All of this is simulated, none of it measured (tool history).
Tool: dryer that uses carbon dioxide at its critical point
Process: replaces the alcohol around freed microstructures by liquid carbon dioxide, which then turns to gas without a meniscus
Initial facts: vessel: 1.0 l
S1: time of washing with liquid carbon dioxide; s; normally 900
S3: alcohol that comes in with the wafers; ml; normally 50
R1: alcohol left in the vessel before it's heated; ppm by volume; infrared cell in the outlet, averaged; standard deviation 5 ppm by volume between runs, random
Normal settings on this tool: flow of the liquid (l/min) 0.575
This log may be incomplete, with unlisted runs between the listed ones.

{"run": 1, "day": 0.0, "S1": 900, "flow of the liquid (l/min)": 0.575, "S3": 50, "R1": 136}
{"run": 2, "day": 0.646, "S1": 900, "flow of the liquid (l/min)": 0.575, "S3": 50, "R1": 146}
{"run": 3, "day": 1.446, "S1": 900, "flow of the liquid (l/min)": 0.575, "S3": 50, "R1": 152}
{"run": 4, "day": 2.796, "S1": 540, "flow of the liquid (l/min)": 0.575, "S3": 50, "R1": 983}
{"run": 5, "day": 4.112, "S1": 900, "flow of the liquid (l/min)": 0.521, "S3": 50, "R1": 216}
{"run": 6, "day": 5.375, "S1": 900, "flow of the liquid (l/min)": 0.575, "S3": 50, "R1": 166}
{"run": 7, "day": 6.612, "S1": 900, "flow of the liquid (l/min)": 0.575, "S3": 50, "R1": 184}
{"run": 8, "day": 7.788, "S1": 900, "flow of the liquid (l/min)": 0.575, "S3": 50, "R1": 138}
{"run": 9, "day": 8.617, "S1": 900, "flow of the liquid (l/min)": 0.575, "S3": 50, "R1": 144}
{"run": 10, "day": 9.183, "S1": 900, "flow of the liquid (l/min)": 0.575, "S3": 50, "R1": 148}
{"run": 11, "day": 9.992, "S1": 900, "flow of the liquid (l/min)": 0.575, "S3": 50, "R1": 144}
{"run": 12, "day": 11.238, "S1": 900, "flow of the liquid (l/min)": 0.575, "S3": 50, "R1": 158}
{"run": 13, "day": 12.629, "S1": 900, "flow of the liquid (l/min)": 0.575, "S3": 50, "R1": 42}
{"run": 14, "day": 13.617, "S1": 900, "flow of the liquid (l/min)": 0.575, "S3": 50, "R1": 52}
{"run": 15, "day": 14.662, "S1": 900, "flow of the liquid (l/min)": 0.575, "S3": 50, "R1": 65}
{"run": 16, "day": 16.046, "S1": 900, "flow of the liquid (l/min)": 0.575, "S3": 50, "R1": 66}
{"run": 17, "day": 16.967, "S1": 900, "flow of the liquid (l/min)": 0.575, "S3": 50, "R1": 76}
{"run": 18, "day": 17.617, "S1": 900, "flow of the liquid (l/min)": 0.575, "S3": 50, "R1": 67}
{"run": 19, "day": 18.3, "S1": 900, "flow of the liquid (l/min)": 0.575, "S3": 50, "R1": 77}
{"run": 20, "day": 18.921, "S1": 900, "flow of the liquid (l/min)": 0.575, "S3": 50, "R1": 75}
{"run": 21, "day": 19.604, "S1": 900, "flow of the liquid (l/min)": 0.575, "S3": 115, "R1": 165}
{"run": 22, "day": 20.988, "S1": 780, "flow of the liquid (l/min)": 0.575, "S3": 47, "R1": 98}
{"run": 23, "day": 21.738, "S1": 780, "flow of the liquid (l/min)": 0.533, "S3": 29, "R1": 98}
{"run": 24, "day": 22.392, "S1": 1320, "flow of the liquid (l/min)": 0.77, "S3": 69, "R1": 32}
{"run": 25, "day": 23.221, "S1": 840, "flow of the liquid (l/min)": 0.619, "S3": 114, "R1": 106}
{"run": 26, "day": 24.021, "S1": 1140, "flow of the liquid (l/min)": 0.619, "S3": 114, "R1": 36}
{"run": 27, "day": 25.362, "S1": 1320, "flow of the liquid (l/min)": 0.531, "S3": 114, "R1": 38}
{"run": 28, "day": 26.133, "S1": 1320, "flow of the liquid (l/min)": 0.531, "S3": 114, "R1": 39}
{"run": 29, "day": 26.983, "S1": 1320, "flow of the liquid (l/min)": 0.531, "S3": 114, "R1": 46}
{"run": 30, "day": 28.279, "S1": 960, "flow of the liquid (l/min)": 0.675, "S3": 114, "R1": 56}
{"run": 31, "day": 29.029, "S1": 600, "flow of the liquid (l/min)": 0.674, "S3": 114, "R1": 542}
{"run": 32, "day": 29.617, "S1": 600, "flow of the liquid (l/min)": 0.674, "S3": 114, "R1": 559}
{"run": 33, "day": 30.658, "S1": 1380, "flow of the liquid (l/min)": 0.575, "S3": 48, "R1": 39}
{"run": 34, "day": 31.517, "S1": 1380, "flow of the liquid (l/min)": 0.575, "S3": 48, "R1": 44}
{"run": 35, "day": 32.104, "S1": 1380, "flow of the liquid (l/min)": 0.575, "S3": 48, "R1": 43}
{"run": 36, "day": 33.342, "S1": 780, "flow of the liquid (l/min)": 0.575, "S3": 99, "R1": 349}
{"run": 37, "day": 34.325, "S1": 1380, "flow of the liquid (l/min)": 0.575, "S3": 72, "R1": 50}
{"run": 38, "day": 35.146, "S1": 1380, "flow of the liquid (l/min)": 0.575, "S3": 72, "R1": 45}
{"run": 39, "day": 36.258, "S1": 900, "flow of the liquid (l/min)": 0.575, "S3": 37, "R1": 80}
{"run": 40, "day": 37.346, "S1": 900, "flow of the liquid (l/min)": 0.567, "S3": 102, "R1": 140}
{"run": 41, "day": 38.321, "S1": 900, "flow of the liquid (l/min)": 0.567, "S3": 102, "R1": 153}
{"run": 42, "day": 39.558, "S1": 1200, "flow of the liquid (l/min)": 0.783, "S3": 102, "R1": 53}

The log once held 4 entries between its listed runs, left out of this copy. Where does each go, and what is different about the tool's unlogged condition between the listed run before it and the listed run after it?
From run 7 to run 8: inlet filter changed (day 7.017)
  flow that reaches the vessel past the clogged filter, %: 87.9 -> 99.2; alcohol in the recycled carbon dioxide, ppm: 108.4 -> 110.6
  the result without the hidden state subtracted from the measured one, R1: +145 -> +107 ppm by volume
From run 12 to run 13: purifier's bed changed (day 12.588)
  flow that reaches the vessel past the clogged filter, %: 96.2 -> 95.2; alcohol in the recycled carbon dioxide, ppm: 117.3 -> 5.6
  the result without the hidden state subtracted from the measured one, R1: +118 -> +13 ppm by volume
From run 21 to run 22: inlet filter changed (day 20.438)
  flow that reaches the vessel past the clogged filter, %: 89.4 -> 99.4; alcohol in the recycled carbon dioxide, ppm: 19.3 -> 21.8
  the result without the hidden state subtracted from the measured one, R1: +94 -> +19 ppm by volume
From run 36 to run 37: inlet filter changed (day 33.742)
  flow that reaches the vessel past the clogged filter, %: 88.7 -> 99.5; alcohol in the recycled carbon dioxide, ppm: 45.8 -> 47.4
  the result without the hidden state subtracted from the measured one, R1: +200 -> +42 ppm by volume

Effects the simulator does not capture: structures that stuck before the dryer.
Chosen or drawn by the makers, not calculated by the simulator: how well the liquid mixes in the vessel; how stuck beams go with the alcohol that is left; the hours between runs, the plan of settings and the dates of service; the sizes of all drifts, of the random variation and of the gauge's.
